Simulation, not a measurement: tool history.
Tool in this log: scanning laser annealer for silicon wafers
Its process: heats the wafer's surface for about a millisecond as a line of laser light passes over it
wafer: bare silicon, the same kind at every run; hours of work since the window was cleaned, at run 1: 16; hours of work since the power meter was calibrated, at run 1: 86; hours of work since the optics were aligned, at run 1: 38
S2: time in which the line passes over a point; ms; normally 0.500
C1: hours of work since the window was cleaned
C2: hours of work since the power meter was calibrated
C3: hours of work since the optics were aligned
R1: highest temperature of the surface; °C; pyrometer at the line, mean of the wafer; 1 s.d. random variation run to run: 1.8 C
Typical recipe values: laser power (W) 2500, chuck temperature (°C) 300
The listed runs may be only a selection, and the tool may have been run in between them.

Run 1, day 0.000: usual settings; C1 16; C2 86; C3 38. Result: R1 1020 °C.
Run 2, day 0.329: usual settings; C1 20; C2 91; C3 43. Result: R1 1020 °C.
Run 3, day 0.642: usual settings; C1 24; C2 95; C3 47. Result: R1 1016 °C.
Run 4, day 0.933: usual settings; C1 28; C2 99; C3 51. Result: R1 1019 °C.
Run 5, day 1.300: usual settings; C1 33; C2 104; C3 56. Result: R1 1019 °C.
Run 6, day 1.612: usual settings; C1 38; C2 108; C3 60. Result: R1 1018 °C.
Run 7, day 2.025: usual settings; C1 43; C2 114; C3 66. Result: R1 1015 °C.
Run 8, day 2.333: usual settings; C1 47; C2 118; C3 70. Result: R1 1016 °C.
Run 9, day 2.633: usual settings but laser power (W) 2585; C1 52; C2 122; C3 74. Result: R1 1050 °C.
Run 10, day 2.846: usual settings but laser power (W) 2585; C1 54; C2 125; C3 77. Result: R1 1049 °C.
Run 11, day 3.283: usual settings but laser power (W) 2204, S2 0.434 ms, chuck temperature (°C) 264; C1 60; C2 131; C3 83. Result: R1 830 °C.
Run 12, day 3.700: usual settings but laser power (W) 2204, S2 0.434 ms, chuck temperature (°C) 264; C1 66; C2 137; C3 89. Result: R1 831 °C.
At day 3.821: window over the wafer cleaned.
Run 13, day 4.158: usual settings but laser power (W) 2204, S2 0.434 ms, chuck temperature (°C) 264; C1 5; C2 142; C3 94. Result: R1 831 °C.
Run 14, day 4.375: usual settings but laser power (W) 2646, chuck temperature (°C) 324; C1 8; C2 145; C3 97. Result: R1 1092 °C.
At day 4.862: window over the wafer cleaned, once more.
Run 15, day 4.862: usual settings but laser power (W) 2646, chuck temperature (°C) 324; C1 0; C2 150; C3 102. Result: R1 1102 °C.
Run 16, day 5.129: usual settings but laser power (W) 2646, chuck temperature (°C) 324; C1 4; C2 154; C3 106. Result: R1 1101 °C.
Run 17, day 5.454: usual settings but laser power (W) 2527, S2 0.484 ms, chuck temperature (°C) 330; C1 8; C2 158; C3 110. Result: R1 1044 °C.
Run 18, day 5.696: usual settings but laser power (W) 2527, S2 0.484 ms, chuck temperature (°C) 330; C1 11; C2 162; C3 114. Result: R1 1046 °C.
Run 19, day 6.112: usual settings but laser power (W) 2299, S2 0.507 ms, chuck temperature (°C) 317; C1 17; C2 167; C3 119. Result: R1 966 °C.

Branching from run 19: 4 alternative next runs. What would each branch give?
Run A, day 6.317: usual settings but laser power (W) 2451, S2 0.574 ms, chuck temperature (°C) 340; C1 20; C2 170; C3 122. Result: R1 ?.
Run B, day 6.317: usual settings but laser power (W) 2171, S2 0.480 ms, chuck temperature (°C) 317; C1 20; C2 170; C3 122. Result: R1 ?.
Run C, day 6.317: usual settings but laser power (W) 2559, S2 0.507 ms, chuck temperature (°C) 297; C1 20; C2 170; C3 122. Result: R1 ?.
Run D, day 6.317: usual settings but laser power (W) 2517; C1 20; C2 170; C3 122. Result: R1 ?.

run    R1
  A  1082
  B   900
  C  1044
  D  1023
Take away the tool's hidden state, keep each run's random variation, and the runs would have read:
run    R1
  A  1086
  B   903
  C  1047
  D  1026
